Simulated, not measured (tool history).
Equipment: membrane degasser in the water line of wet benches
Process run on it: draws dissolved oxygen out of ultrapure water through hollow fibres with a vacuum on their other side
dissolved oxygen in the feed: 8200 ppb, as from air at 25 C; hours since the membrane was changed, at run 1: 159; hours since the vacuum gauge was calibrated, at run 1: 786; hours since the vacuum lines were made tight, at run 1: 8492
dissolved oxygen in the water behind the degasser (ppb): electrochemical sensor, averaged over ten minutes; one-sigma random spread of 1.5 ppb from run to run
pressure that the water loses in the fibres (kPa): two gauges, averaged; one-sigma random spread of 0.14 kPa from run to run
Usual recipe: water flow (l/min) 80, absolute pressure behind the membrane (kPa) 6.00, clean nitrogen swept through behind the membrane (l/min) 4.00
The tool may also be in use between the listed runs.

run,hour,water flow (l/min),absolute pressure behind the membrane (kPa),clean nitrogen swept through behind the membrane (l/min),hours since the membrane was changed,hours since the vacuum gauge was calibrated,hours since the vacuum lines were made tight,dissolved oxygen in the water behind the degasser (ppb),pressure that the water loses in the fibres (kPa)
1,0.0,80,6.00,4.00,159,786,8492,157.3,34.01
2,33.1,80,6.00,4.00,192,819,8526,157.4,33.83
3,68.8,80,6.00,4.00,228,855,8561,157.2,33.63
4,91.5,80,6.00,4.00,251,878,8584,156.0,33.57
5,128.1,80,6.00,4.00,287,914,8621,157.0,33.72
6,148.1,80,6.00,4.00,307,934,8641,157.0,33.95
7,186.1,80,6.00,4.00,345,972,8679,157.4,33.68
8,206.9,80,6.00,6.47,366,993,8699,113.7,33.82
9,230.4,80,6.00,6.47,390,1017,8723,112.9,33.65
10,272.6,80,6.00,6.47,432,1059,8765,113.4,33.92
11,301.9,74,4.58,2.07,461,1088,8794,129.5,31.10
12,332.1,59,5.71,1.98,491,1118,8825,171.4,24.99
13,374.7,59,5.71,1.98,534,1161,8867,173.8,24.91
14,411.0,59,4.20,10.71,570,1197,8903,29.9,25.13
15,449.3,95,11.44,9.55,609,1236,8942,237.3,40.03
16,493.9,95,11.44,9.55,653,1280,8986,237.2,40.31
17,521.2,95,11.44,9.55,681,1307,9014,238.7,39.92

Estimate the outcome of run 18 from the log above:
18,566.4,95,11.44,9.55,726,1353,9059,?,?

{"run 18": {"dissolved oxygen in the water behind the degasser (ppb)": 236.1, "pressure that the water loses in the fibres (kPa)": 39.97}}
If the tool had no hidden condition, the same run with the same run-to-run variation would have returned dissolved oxygen in the water behind the degasser (ppb) 236.1, pressure that the water loses in the fibres (kPa) 39.97.
